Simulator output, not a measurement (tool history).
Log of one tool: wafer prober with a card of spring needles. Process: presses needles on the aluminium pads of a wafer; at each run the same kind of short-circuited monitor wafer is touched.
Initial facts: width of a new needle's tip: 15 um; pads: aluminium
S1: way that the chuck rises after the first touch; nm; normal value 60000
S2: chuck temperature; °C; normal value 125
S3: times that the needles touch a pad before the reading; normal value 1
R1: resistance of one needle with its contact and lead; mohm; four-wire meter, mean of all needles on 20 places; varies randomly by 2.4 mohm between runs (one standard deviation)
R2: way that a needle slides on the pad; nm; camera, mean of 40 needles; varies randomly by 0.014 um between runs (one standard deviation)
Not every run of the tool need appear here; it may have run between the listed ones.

{"run": 1, "hour": 0.0, "S1": 60000, "S2": 125, "S3": 1, "R1": 388, "R2": 9310}
{"run": 2, "hour": 26.2, "S1": 60000, "S2": 125, "S3": 1, "R1": 325, "R2": 9540}
{"run": 3, "hour": 73.1, "S1": 60000, "S2": 125, "S3": 1, "R1": 308, "R2": 9510}
{"run": 4, "hour": 120.9, "S1": 60000, "S2": 125, "S3": 1, "R1": 310, "R2": 9480}
{"run": 5, "hour": 148.6, "S1": 60000, "S2": 125, "S3": 2, "R1": 339, "R2": 9460}
{"run": 6, "hour": 201.1, "S1": 60000, "S2": 63, "S3": 1, "R1": 318, "R2": 9370}
{"run": 7, "hour": 243.4, "S1": 60000, "S2": 29, "S3": 1, "R1": 383, "R2": 9340}
{"run": 8, "hour": 293.4, "S1": 55000, "S2": 125, "S3": 1, "R1": 292, "R2": 8790}
{"run": 9, "hour": 321.4, "S1": 60000, "S2": 75, "S3": 1, "R1": 344, "R2": 9560}
{"run": 10, "hour": 362.5, "S1": 60000, "S2": 125, "S3": 1, "R1": 297, "R2": 9500}
{"run": 11, "hour": 412.0, "S1": 60000, "S2": 125, "S3": 2, "R1": 309, "R2": 9450}
{"run": 12, "hour": 436.0, "S1": 60000, "S2": 125, "S3": 2, "R1": 315, "R2": 9410}
{"run": 13, "hour": 472.6, "S1": 40000, "S2": 125, "S3": 2, "R1": 414, "R2": 6190}
{"run": 14, "hour": 519.7, "S1": 40000, "S2": 125, "S3": 2, "R1": 440, "R2": 6150}
{"run": 15, "hour": 548.4, "S1": 60000, "S2": 60, "S3": 1, "R1": 353, "R2": 9320}
{"run": 16, "hour": 600.6, "S1": 60000, "S2": 60, "S3": 1, "R1": 283, "R2": 9560}
{"run": 17, "hour": 651.8, "S1": 60000, "S2": 65, "S3": 1, "R1": 346, "R2": 9490}
{"run": 18, "hour": 680.0, "S1": 79000, "S2": 125, "S3": 1, "R1": 346, "R2": 12460}
{"run": 19, "hour": 727.1, "S1": 51000, "S2": 41, "S3": 1, "R1": 421, "R2": 7980}
{"run": 20, "hour": 779.3, "S1": 74000, "S2": 41, "S3": 1, "R1": 277, "R2": 11580}
{"run": 21, "hour": 819.2, "S1": 48000, "S2": 53, "S3": 2, "R1": 396, "R2": 7370}
{"run": 22, "hour": 869.3, "S1": 49000, "S2": 94, "S3": 1, "R1": 465, "R2": 7800}
{"run": 23, "hour": 895.0, "S1": 49000, "S2": 94, "S3": 1, "R1": 298, "R2": 7740}
{"run": 24, "hour": 932.7, "S1": 48000, "S2": 38, "S3": 2, "R1": 340, "R2": 7560}
{"run": 25, "hour": 969.0, "S1": 58000, "S2": 73, "S3": 1, "R1": 407, "R2": 9090}
{"run": 26, "hour": 1011.5, "S1": 68000, "S2": 58, "S3": 2, "R1": 282, "R2": 10680}
{"run": 27, "hour": 1047.9, "S1": 68000, "S2": 116, "S3": 1, "R1": 354, "R2": 10620}

The log once held 95 entries between its listed runs, left out of this copy. Where does each go, and what is different about the tool's unlogged condition between the listed run before it and the listed run after it?
After run 1, before run 2: tips cleaned on abrasive film (hour 2.7); tips cleaned on abrasive film (hour 13); height of the first contact set anew (hour 15.8); tips cleaned on abrasive film (hour 23.6)
  debris on the tips, nm: 54.7 -> 25.9; way that the needles fall short of the set height, um: 1.62 -> 0.05; tips' diameter, um: 19.32 -> 19.39
  the result without the hidden state subtracted from the measured one, R1: +115 -> +53 mohm; R2: -260 -> -10 nm
After run 2, before run 3: tips cleaned on abrasive film (hour 33.9); tips cleaned on abrasive film (hour 46.2); tips cleaned on abrasive film (hour 58.6); tips cleaned on abrasive film (hour 71.5)
  debris on the tips, nm: 25.9 -> 14.1; way that the needles fall short of the set height, um: 0.05 -> 0.34; tips' diameter, um: 19.39 -> 19.49
  the result without the hidden state subtracted from the measured one, R1: +53 -> +32 mohm; R2: -10 -> -50 nm
After run 3, before run 4: tips cleaned on abrasive film (hour 83.4); tips cleaned on abrasive film (hour 93.8); tips cleaned on abrasive film (hour 106.6); tips cleaned on abrasive film (hour 119.1)
  debris on the tips, nm: 14.1 -> 14.9; way that the needles fall short of the set height, um: 0.34 -> 0.7; tips' diameter, um: 19.49 -> 19.61
  the result without the hidden state subtracted from the measured one, R1: +32 -> +34 mohm; R2: -50 -> -110 nm
After run 4, before run 5: tips cleaned on abrasive film (hour 131.2); tips cleaned on abrasive film (hour 141.6)
  debris on the tips, nm: 14.9 -> 43.6; way that the needles fall short of the set height, um: 0.7 -> 0.89; tips' diameter, um: 19.61 -> 19.68
  the result without the hidden state subtracted from the measured one, R1: +34 -> +59 mohm; R2: -110 -> -140 nm
After run 5, before run 6: tips cleaned on abrasive film (hour 153.9); tips cleaned on abrasive film (hour 166.4); tips cleaned on abrasive film (hour 176.7); tips cleaned on abrasive film (hour 187); tips cleaned on abrasive film (hour 197.3)
  debris on the tips, nm: 43.6 -> 27.2; way that the needles fall short of the set height, um: 0.89 -> 1.29; tips' diameter, um: 19.68 -> 19.82
  the result without the hidden state subtracted from the measured one, R1: +59 -> +66 mohm; R2: -140 -> -200 nm
After run 6, before run 7: tips cleaned on abrasive film (hour 208.9); tips cleaned on abrasive film (hour 221.6); tips cleaned on abrasive film (hour 234.4)
  debris on the tips, nm: 27.2 -> 52.2; way that the needles fall short of the set height, um: 1.29 -> 1.54; tips' diameter, um: 19.82 -> 19.91
  the result without the hidden state subtracted from the measured one, R1: +66 -> +134 mohm; R2: -200 -> -250 nm
After run 7, before run 8: tips cleaned on abrasive film (hour 246.1); tips cleaned on abrasive film (hour 256.4); tips cleaned on abrasive film (hour 269.2); tips cleaned on abrasive film (hour 281.9); height of the first contact set anew (hour 284.8); tips cleaned on abrasive film (hour 293.4)
  debris on the tips, nm: 52.2 -> 5.7; way that the needles fall short of the set height, um: 1.54 -> 0.08; tips' diameter, um: 19.91 -> 20.03
  the result without the hidden state subtracted from the measured one, R1: +134 -> +18 mohm; R2: -250 -> -10 nm
After run 8, before run 9: tips cleaned on abrasive film (hour 306.3); tips cleaned on abrasive film (hour 316.6)
  debris on the tips, nm: 5.7 -> 35; way that the needles fall short of the set height, um: 0.08 -> 0.24; tips' diameter, um: 20.03 -> 20.09
  the result without the hidden state subtracted from the measured one, R1: +18 -> +82 mohm; R2: -10 -> -40 nm
After run 9, before run 10: tips cleaned on abrasive film (hour 329); tips cleaned on abrasive film (hour 339.3); tips cleaned on abrasive film (hour 351.8); tips cleaned on abrasive film (hour 362.2)
  debris on the tips, nm: 35 -> 8; way that the needles fall short of the set height, um: 0.24 -> 0.52; tips' diameter, um: 20.09 -> 20.19
  the result without the hidden state subtracted from the measured one, R1: +82 -> +22 mohm; R2: -40 -> -80 nm
After run 10, before run 11: tips cleaned on abrasive film (hour 372.8); tips cleaned on abrasive film (hour 385.6); tips cleaned on abrasive film (hour 395.9); tips cleaned on abrasive film (hour 408.6)
  debris on the tips, nm: 8 -> 24.3; way that the needles fall short of the set height, um: 0.52 -> 0.83; tips' diameter, um: 20.19 -> 20.3
  the result without the hidden state subtracted from the measured one, R1: +22 -> +36 mohm; R2: -80 -> -130 nm
After run 11, before run 12: tips cleaned on abrasive film (hour 419.6); tips cleaned on abrasive film (hour 432.4)
  debris on the tips, nm: 24.3 -> 26.9; way that the needles fall short of the set height, um: 0.83 -> 1; tips' diameter, um: 20.3 -> 20.35
  the result without the hidden state subtracted from the measured one, R1: +36 -> +40 mohm; R2: -130 -> -160 nm
After run 12, before run 13: tips cleaned on abrasive film (hour 443.7); tips cleaned on abrasive film (hour 456.3); tips cleaned on abrasive film (hour 466.6)
  debris on the tips, nm: 26.9 -> 41.7; way that the needles fall short of the set height, um: 1 -> 1.25; tips' diameter, um: 20.35 -> 20.44
  the result without the hidden state subtracted from the measured one, R1: +40 -> +130 mohm; R2: -160 -> -200 nm
After run 13, before run 14: tips cleaned on abrasive film (hour 477.8); tips cleaned on abrasive film (hour 490.6); tips cleaned on abrasive film (hour 500.9); tips cleaned on abrasive film (hour 511.3)
  debris on the tips, nm: 41.7 -> 50.2; way that the needles fall short of the set height, um: 1.25 -> 1.55; tips' diameter, um: 20.44 -> 20.55
  the result without the hidden state subtracted from the measured one, R1: +130 -> +159 mohm; R2: -200 -> -240 nm
After run 14, before run 15: tips cleaned on abrasive film (hour 522.4); tips cleaned on abrasive film (hour 532.7); tips cleaned on abrasive film (hour 543)
  debris on the tips, nm: 50.2 -> 37.3; way that the needles fall short of the set height, um: 1.55 -> 1.73; tips' diameter, um: 20.55 -> 20.61
  the result without the hidden state subtracted from the measured one, R1: +159 -> +98 mohm; R2: -240 -> -280 nm
After run 15, before run 16: tips cleaned on abrasive film (hour 553.6); height of the first contact set anew (hour 553.9); tips cleaned on abrasive film (hour 564.2); tips cleaned on abrasive film (hour 576.9); tips cleaned on abrasive film (hour 589.6); tips cleaned on abrasive film (hour 600)
  debris on the tips, nm: 37.3 -> 9.3; way that the needles fall short of the set height, um: 1.73 -> 0.33; tips' diameter, um: 20.61 -> 20.76
  the result without the hidden state subtracted from the measured one, R1: +98 -> +27 mohm; R2: -280 -> -50 nm
After run 16, before run 17: tips cleaned on abrasive film (hour 610.9); tips cleaned on abrasive film (hour 623.6); tips cleaned on abrasive film (hour 636.4); tips cleaned on abrasive film (hour 646.7)
  debris on the tips, nm: 9.3 -> 33.1; way that the needles fall short of the set height, um: 0.33 -> 0.63; tips' diameter, um: 20.76 -> 20.86
  the result without the hidden state subtracted from the measured one, R1: +27 -> +86 mohm; R2: -50 -> -100 nm
After run 17, before run 18: tips cleaned on abrasive film (hour 659.4); tips cleaned on abrasive film (hour 672.1)
  debris on the tips, nm: 33.1 -> 49.4; way that the needles fall short of the set height, um: 0.63 -> 0.76; tips' diameter, um: 20.86 -> 20.91
  the result without the hidden state subtracted from the measured one, R1: +86 -> +71 mohm; R2: -100 -> -120 nm
After run 18, before run 19: tips cleaned on abrasive film (hour 682.7); tips cleaned on abrasive film (hour 695.4); tips cleaned on abrasive film (hour 708.2); tips cleaned on abrasive film (hour 720.9)
  debris on the tips, nm: 49.4 -> 45; way that the needles fall short of the set height, um: 0.76 -> 1.05; tips' diameter, um: 20.91 -> 21.01
  the result without the hidden state subtracted from the measured one, R1: +71 -> +168 mohm; R2: -120 -> -170 nm
After run 19, before run 20: tips cleaned on abrasive film (hour 732.3); tips cleaned on abrasive film (hour 742.7); tips cleaned on abrasive film (hour 755.5); tips cleaned on abrasive film (hour 768); tips cleaned on abrasive film (hour 778.3)
  debris on the tips, nm: 45 -> 11.9; way that the needles fall short of the set height, um: 1.05 -> 1.46; tips' diameter, um: 21.01 -> 21.16
  the result without the hidden state subtracted from the measured one, R1: +168 -> +25 mohm; R2: -170 -> -240 nm
After run 20, before run 21: tips cleaned on abrasive film (hour 789.6); tips cleaned on abrasive film (hour 799.9); tips cleaned on abrasive film (hour 810.2)
  debris on the tips, nm: 11.9 -> 50.2; way that the needles fall short of the set height, um: 1.46 -> 1.68; tips' diameter, um: 21.16 -> 21.23
  the result without the hidden state subtracted from the measured one, R1: +25 -> +135 mohm; R2: -240 -> -270 nm
After run 21, before run 22: tips cleaned on abrasive film (hour 821.5); height of the first contact set anew (hour 821.8); tips cleaned on abrasive film (hour 834.4); tips cleaned on abrasive film (hour 847.2); tips cleaned on abrasive film (hour 860.1)
  debris on the tips, nm: 50.2 -> 53.4; way that the needles fall short of the set height, um: 1.68 -> 0.25; tips' diameter, um: 21.23 -> 21.34
  the result without the hidden state subtracted from the measured one, R1: +135 -> +197 mohm; R2: -270 -> -40 nm
After run 22, before run 23: tips cleaned on abrasive film (hour 871.9); tips cleaned on abrasive film (hour 884.5); tips cleaned on abrasive film (hour 894.9)
  debris on the tips, nm: 53.4 -> 5.7; way that the needles fall short of the set height, um: 0.25 -> 0.46; tips' diameter, um: 21.34 -> 21.42
  the result without the hidden state subtracted from the measured one, R1: +197 -> +28 mohm; R2: -40 -> -80 nm
After run 23, before run 24: tips cleaned on abrasive film (hour 905.3); tips cleaned on abrasive film (hour 915.6); tips cleaned on abrasive film (hour 928.5)
  debris on the tips, nm: 5.7 -> 32.1; way that the needles fall short of the set height, um: 0.46 -> 0.7; tips' diameter, um: 21.42 -> 21.5
  the result without the hidden state subtracted from the measured one, R1: +28 -> +86 mohm; R2: -80 -> -110 nm
After run 24, before run 25: tips cleaned on abrasive film (hour 940.5); tips cleaned on abrasive film (hour 950.8); tips cleaned on abrasive film (hour 961.1)
  debris on the tips, nm: 32.1 -> 49.6; way that the needles fall short of the set height, um: 0.7 -> 0.94; tips' diameter, um: 21.5 -> 21.58
  the result without the hidden state subtracted from the measured one, R1: +86 -> +145 mohm; R2: -110 -> -150 nm
After run 25, before run 26: tips cleaned on abrasive film (hour 973.8); tips cleaned on abrasive film (hour 984.1); tips cleaned on abrasive film (hour 996.8); tips cleaned on abrasive film (hour 1009.7)
  debris on the tips, nm: 49.6 -> 14.9; way that the needles fall short of the set height, um: 0.94 -> 1.26; tips' diameter, um: 21.58 -> 21.7
  the result without the hidden state subtracted from the measured one, R1: +145 -> +24 mohm; R2: -150 -> -200 nm
After run 26, before run 27: tips cleaned on abrasive film (hour 1021.6); tips cleaned on abrasive film (hour 1031.9); tips cleaned on abrasive film (hour 1042.2)
  debris on the tips, nm: 14.9 -> 39; way that the needles fall short of the set height, um: 1.26 -> 1.48; tips' diameter, um: 21.7 -> 21.77
  the result without the hidden state subtracted from the measured one, R1: +24 -> +83 mohm; R2: -200 -> -240 nm
